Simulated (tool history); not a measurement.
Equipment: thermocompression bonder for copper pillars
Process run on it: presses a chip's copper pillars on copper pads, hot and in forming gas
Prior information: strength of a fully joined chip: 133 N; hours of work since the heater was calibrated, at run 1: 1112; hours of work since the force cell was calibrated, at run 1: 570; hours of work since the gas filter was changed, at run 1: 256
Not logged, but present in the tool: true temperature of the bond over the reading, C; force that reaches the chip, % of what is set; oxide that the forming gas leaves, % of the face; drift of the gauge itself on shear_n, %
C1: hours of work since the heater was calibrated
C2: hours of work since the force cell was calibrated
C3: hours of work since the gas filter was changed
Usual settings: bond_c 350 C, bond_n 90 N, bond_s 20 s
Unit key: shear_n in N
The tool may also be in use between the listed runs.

run 1 day=0.000 | bond_c=350 bond_n=90 bond_s=20 | C1=1112 C2=570 C3=256 | shear_n=59.6
run 2 day=1.033 | bond_c=348 bond_n=90 bond_s=20 | C1=1128 C2=587 C3=273 | shear_n=59.9
run 3 day=2.033 | bond_c=350 bond_n=90 bond_s=20 | C1=1145 C2=604 C3=289 | shear_n=60.1
run 4 day=2.679 | bond_c=350 bond_n=90 bond_s=57 | C1=1155 C2=614 C3=300 | shear_n=84.4
run 5 day=3.138 | bond_c=350 bond_n=90 bond_s=57 | C1=1163 C2=622 C3=307 | shear_n=85.1
run 6 day=3.867 | bond_c=350 bond_n=90 bond_s=20 | C1=1175 C2=634 C3=319 | shear_n=61.5
run 7 day=4.417 | bond_c=350 bond_n=90 bond_s=20 | C1=1184 C2=643 C3=328 | shear_n=60.3
-- day=5.075 heater calibrated with a thermocouple chip
-- day=5.212 forming gas filter changed
run 8 day=5.408 | bond_c=350 bond_n=90 bond_s=54 | C1=5 C2=657 C3=3 | shear_n=83.1
run 9 day=6.154 | bond_c=350 bond_n=90 bond_s=13 | C1=17 C2=669 C3=15 | shear_n=51.1
run 10 day=7.171 | bond_c=339 bond_n=90 bond_s=13 | C1=34 C2=686 C3=32 | shear_n=44.2
run 11 day=8.208 | bond_c=339 bond_n=90 bond_s=13 | C1=51 C2=703 C3=49 | shear_n=44.9
run 12 day=9.158 | bond_c=339 bond_n=90 bond_s=13 | C1=66 C2=718 C3=64 | shear_n=44.8
run 13 day=9.871 | bond_c=339 bond_n=90 bond_s=13 | C1=78 C2=730 C3=76 | shear_n=44.9
run 14 day=10.462 | bond_c=330 bond_n=90 bond_s=20 | C1=88 C2=739 C3=86 | shear_n=47.4
run 15 day=11.050 | bond_c=330 bond_n=79 bond_s=20 | C1=97 C2=749 C3=95 | shear_n=43.6
run 16 day=12.033 | bond_c=350 bond_n=90 bond_s=20 | C1=113 C2=765 C3=111 | shear_n=60.3
run 17 day=12.717 | bond_c=350 bond_n=90 bond_s=20 | C1=124 C2=776 C3=122 | shear_n=60.2
run 18 day=13.429 | bond_c=350 bond_n=104 bond_s=20 | C1=136 C2=788 C3=134 | shear_n=65.1
run 19 day=14.217 | bond_c=350 bond_n=104 bond_s=20 | C1=149 C2=801 C3=147 | shear_n=65.8
run 20 day=14.904 | bond_c=350 bond_n=104 bond_s=20 | C1=160 C2=812 C3=158 | shear_n=65.0
run 21 day=15.546 | bond_c=350 bond_n=104 bond_s=20 | C1=170 C2=822 C3=169 | shear_n=64.9
run 22 day=16.575 | bond_c=350 bond_n=104 bond_s=20 | C1=187 C2=839 C3=185 | shear_n=66.3
run 23 day=17.633 | bond_c=350 bond_n=104 bond_s=20 | C1=205 C2=856 C3=203 | shear_n=64.6
run 24 day=18.108 | bond_c=353 bond_n=100 bond_s=17 | C1=212 C2=864 C3=210 | shear_n=62.7
run 25 day=19.179 | bond_c=324 bond_n=114 bond_s=27 | C1=230 C2=882 C3=228 | shear_n=57.3
run 26 day=20.212 | bond_c=354 bond_n=114 bond_s=50 | C1=247 C2=898 C3=245 | shear_n=93.1
run 27 day=20.683 | bond_c=370 bond_n=81 bond_s=24 | C1=254 C2=906 C3=252 | shear_n=73.0
run 28 day=21.233 | bond_c=375 bond_n=89 bond_s=24 | C1=263 C2=915 C3=261 | shear_n=80.3
run 29 day=22.312 | bond_c=375 bond_n=70 bond_s=14 | C1=281 C2=933 C3=279 | shear_n=59.4
run 30 day=23.433 | bond_c=375 bond_n=70 bond_s=14 | C1=299 C2=951 C3=297 | shear_n=59.9
run 31 day=24.267 | bond_c=363 bond_n=70 bond_s=14 | C1=313 C2=965 C3=311 | shear_n=52.1
run 32 day=25.217 | bond_c=377 bond_n=127 bond_s=16 | C1=328 C2=980 C3=326 | shear_n=85.2
run 33 day=25.900 | bond_c=353 bond_n=96 bond_s=25 | C1=339 C2=991 C3=337 | shear_n=69.7
-- day=26.088 forming gas filter changed
run 34 day=26.642 | bond_c=353 bond_n=96 bond_s=25 | C1=351 C2=1003 C3=9 | shear_n=68.9
run 35 day=27.162 | bond_c=353 bond_n=96 bond_s=25 | C1=360 C2=1011 C3=17 | shear_n=68.8
run 36 day=28.079 | bond_c=353 bond_n=96 bond_s=25 | C1=375 C2=1026 C3=32 | shear_n=69.9
run 37 day=28.554 | bond_c=353 bond_n=96 bond_s=25 | C1=382 C2=1034 C3=40 | shear_n=69.4
run 38 day=29.396 | bond_c=353 bond_n=96 bond_s=25 | C1=396 C2=1048 C3=54 | shear_n=69.8
run 39 day=30.450 | bond_c=353 bond_n=96 bond_s=25 | C1=413 C2=1065 C3=71 | shear_n=69.7
run 40 day=31.025 | bond_c=353 bond_n=96 bond_s=25 | C1=423 C2=1075 C3=81 | shear_n=70.4

Describe how what the log doesn't record of the tool's condition differs between the last listed run preceding each entry between runs and the first listed run following it.
In the gap between runs 7 and 8: heater calibrated with a thermocouple chip (day 5.075); forming gas filter changed (day 5.212)
  true temperature of the bond over the reading, C: 0.5 -> 0; oxide that the forming gas leaves, % of the face: 0.62 -> 0.5
In the gap between runs 33 and 34: forming gas filter changed (day 26.088)
  true temperature of the bond over the reading, C: 0.1 -> 0.2; oxide that the forming gas leaves, % of the face: 0.62 -> 0.5
